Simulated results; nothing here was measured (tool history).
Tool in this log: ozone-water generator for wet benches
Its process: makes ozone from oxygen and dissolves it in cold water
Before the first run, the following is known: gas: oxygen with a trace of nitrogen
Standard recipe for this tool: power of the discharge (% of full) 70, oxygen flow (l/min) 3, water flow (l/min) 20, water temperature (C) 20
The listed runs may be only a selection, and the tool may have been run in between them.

run,hour,power of the discharge (% of full),oxygen flow (l/min),water flow (l/min),water temperature (C),dissolved ozone (ppm),ozone in the gas ahead of the water (g/m3)
1,0,70,3,20,20,11.2,178.2
2,49.3,70,3,20,20,11,178.8
3,91.9,70,3,20,20,11,179.5
4,161.1,70,4.14,20,20,10.5,141.6
5,227.5,70,3,24,20,9.3,178.3
6,284.1,70,3,24,20,9.3,176.5
7,353.3,70,3,24,20,9.3,178
8,414.3,70,3,24,20,9.3,177.4
# hour 454.1: contactor cleaned
9,457.3,70,3,22,20,10.1,177.9
10,529.5,70,3,20,14,11.3,179.3
11,598.3,70,3,20,20,10.7,176.8
12,646.5,70,3,20,16,11.3,177.2
13,705.7,70,3,20,20,10.7,175.5
14,765.7,70,3,20,20,11,175.5
15,822.6,70,3,15,28,12.4,177.6
# hour 845.4: contactor cleaned, once more
16,884.5,70,3,15,28,12.8,176.8
17,948.1,70,3,15,28,12.9,175.3
18,1010.6,70,3,15,28,12.5,175.1
19,1087.5,57,3,20,20,9.4,144.6
20,1145.8,57,3.33,16,21,10.9,133.6
21,1202.9,70,3.82,20,14,12,147.9
22,1261.3,70,3.82,20,14,11.8,148
23,1304.6,70,4.19,20,21,10.9,138
24,1377.5,70,4.19,20,21,10.9,138.4
25,1425.9,70,4.19,20,21,10.8,136.9
26,1508.8,57,1.69,23,21,7.5,215.1
27,1587.9,57,1.69,23,21,7.9,214.7

Below are 3 alternative next runs, each starting from the tool's condition after run 27. Predict each:
A,1645.9,60,2.53,12,20,?,?
B,1645.9,80,1.69,25,17,?,?
C,1645.9,70,5.3,20,20,?,?

run,dissolved ozone (ppm),ozone in the gas ahead of the water (g/m3)
A,14.6,170.4
B,10.1,290.8
C,10.5,116
Without the tool's unlogged condition, the same runs would have read:
run,dissolved ozone (ppm),ozone in the gas ahead of the water (g/m3)
A,15.2,176.3
B,10.6,304.2
C,11,120.8

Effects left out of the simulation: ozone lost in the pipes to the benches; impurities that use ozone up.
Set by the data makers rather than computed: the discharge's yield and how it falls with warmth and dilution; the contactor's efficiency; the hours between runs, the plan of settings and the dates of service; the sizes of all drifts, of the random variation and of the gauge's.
